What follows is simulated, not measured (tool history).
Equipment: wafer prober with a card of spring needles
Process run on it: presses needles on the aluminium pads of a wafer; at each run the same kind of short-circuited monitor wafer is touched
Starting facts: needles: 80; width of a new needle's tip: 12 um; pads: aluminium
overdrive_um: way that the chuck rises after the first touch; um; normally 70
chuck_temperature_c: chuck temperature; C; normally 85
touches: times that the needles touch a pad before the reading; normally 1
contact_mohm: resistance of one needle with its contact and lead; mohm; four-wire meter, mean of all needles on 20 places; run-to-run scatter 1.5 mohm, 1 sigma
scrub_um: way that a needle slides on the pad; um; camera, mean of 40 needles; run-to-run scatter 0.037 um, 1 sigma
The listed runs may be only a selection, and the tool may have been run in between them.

{"run": 1, "hour": 0.0, "overdrive_um": 70, "chuck_temperature_c": 85, "touches": 1, "contact_mohm": 278, "scrub_um": 18.45}
{"hour": 7.0, "done": "tips cleaned on abrasive film"}
{"hour": 24.2, "done": "tips cleaned on abrasive film"}
{"run": 2, "hour": 35.7, "overdrive_um": 70, "chuck_temperature_c": 108, "touches": 1, "contact_mohm": 296, "scrub_um": 18.39}
{"hour": 39.2, "done": "tips cleaned on abrasive film"}
{"hour": 55.9, "done": "tips cleaned on abrasive film"}
{"hour": 59.6, "done": "height of the first contact set anew"}
{"hour": 73.3, "done": "tips cleaned on abrasive film"}
{"hour": 90.6, "done": "tips cleaned on abrasive film"}
{"run": 3, "hour": 91.2, "overdrive_um": 74, "chuck_temperature_c": 85, "touches": 1, "contact_mohm": 173, "scrub_um": 19.23}
{"hour": 104.9, "done": "tips cleaned on abrasive film"}
{"hour": 121.7, "done": "tips cleaned on abrasive film"}
{"hour": 135.6, "done": "tips cleaned on abrasive film"}
{"hour": 149.5, "done": "tips cleaned on abrasive film"}
{"run": 4, "hour": 154.4, "overdrive_um": 50, "chuck_temperature_c": 85, "touches": 1, "contact_mohm": 353, "scrub_um": 12.8}
{"hour": 164.5, "done": "tips cleaned on abrasive film"}
{"hour": 181.5, "done": "tips cleaned on abrasive film"}
{"hour": 198.4, "done": "tips cleaned on abrasive film"}
{"hour": 212.3, "done": "tips cleaned on abrasive film"}
{"run": 5, "hour": 220.9, "overdrive_um": 50, "chuck_temperature_c": 85, "touches": 2, "contact_mohm": 308, "scrub_um": 12.67}
{"hour": 227.9, "done": "tips cleaned on abrasive film"}
{"hour": 245.2, "done": "tips cleaned on abrasive film"}
{"hour": 262.2, "done": "tips cleaned on abrasive film"}
{"hour": 279.1, "done": "tips cleaned on abrasive film"}
{"run": 6, "hour": 281.5, "overdrive_um": 50, "chuck_temperature_c": 85, "touches": 2, "contact_mohm": 242, "scrub_um": 12.51}
{"hour": 295.4, "done": "tips cleaned on abrasive film"}
{"hour": 295.7, "done": "height of the first contact set anew"}
{"hour": 312.3, "done": "tips cleaned on abrasive film"}
{"hour": 329.4, "done": "tips cleaned on abrasive film"}
{"run": 7, "hour": 333.4, "overdrive_um": 70, "chuck_temperature_c": 85, "touches": 1, "contact_mohm": 230, "scrub_um": 18.67}
{"hour": 337.2, "done": "height of the first contact set anew, once more"}
{"hour": 344.2, "done": "tips cleaned on abrasive film"}
{"hour": 358.1, "done": "tips cleaned on abrasive film"}
{"hour": 375.3, "done": "tips cleaned on abrasive film"}
{"hour": 391.6, "done": "tips cleaned on abrasive film"}
{"run": 8, "hour": 392.6, "overdrive_um": 70, "chuck_temperature_c": 85, "touches": 1, "contact_mohm": 181, "scrub_um": 18.56}
{"hour": 406.5, "done": "tips cleaned on abrasive film"}
{"hour": 423.8, "done": "tips cleaned on abrasive film"}
{"hour": 437.7, "done": "tips cleaned on abrasive film"}
{"run": 9, "hour": 442.3, "overdrive_um": 70, "chuck_temperature_c": 85, "touches": 1, "contact_mohm": 251, "scrub_um": 18.48}
{"hour": 452.8, "done": "tips cleaned on abrasive film"}
{"hour": 470.1, "done": "tips cleaned on abrasive film"}
{"hour": 485.9, "done": "tips cleaned on abrasive film"}
{"run": 10, "hour": 485.9, "overdrive_um": 70, "chuck_temperature_c": 85, "touches": 1, "contact_mohm": 157, "scrub_um": 18.49}
{"hour": 503.2, "done": "tips cleaned on abrasive film"}
{"run": 11, "hour": 515.8, "overdrive_um": 70, "chuck_temperature_c": 85, "touches": 3, "contact_mohm": 204, "scrub_um": 18.46}
{"hour": 519.4, "done": "tips cleaned on abrasive film"}
{"hour": 536.7, "done": "tips cleaned on abrasive film"}
{"hour": 552.4, "done": "tips cleaned on abrasive film"}
{"run": 12, "hour": 552.4, "overdrive_um": 70, "chuck_temperature_c": 85, "touches": 3, "contact_mohm": 148, "scrub_um": 18.29}
{"hour": 569.5, "done": "tips cleaned on abrasive film"}
{"hour": 573.2, "done": "height of the first contact set anew"}
{"hour": 587.1, "done": "tips cleaned on abrasive film"}
{"run": 13, "hour": 600.2, "overdrive_um": 58, "chuck_temperature_c": 85, "touches": 2, "contact_mohm": 299, "scrub_um": 15.47}

Run 14 comes next. What will it give?
{"hour": 603.7, "done": "tips cleaned on abrasive film"}
{"hour": 620.5, "done": "tips cleaned on abrasive film"}
{"hour": 634.4, "done": "tips cleaned on abrasive film"}
{"run": 14, "hour": 641.2, "overdrive_um": 62, "chuck_temperature_c": 28, "touches": 2, "contact_mohm": "?", "scrub_um": "?"}

Run 14 yielded contact_mohm 254 mohm, scrub_um 16.55 um.
Take away the tool's hidden state, keep the run-to-run variation as it was, and the same run would have given contact_mohm 131 mohm, scrub_um 16.66 um.
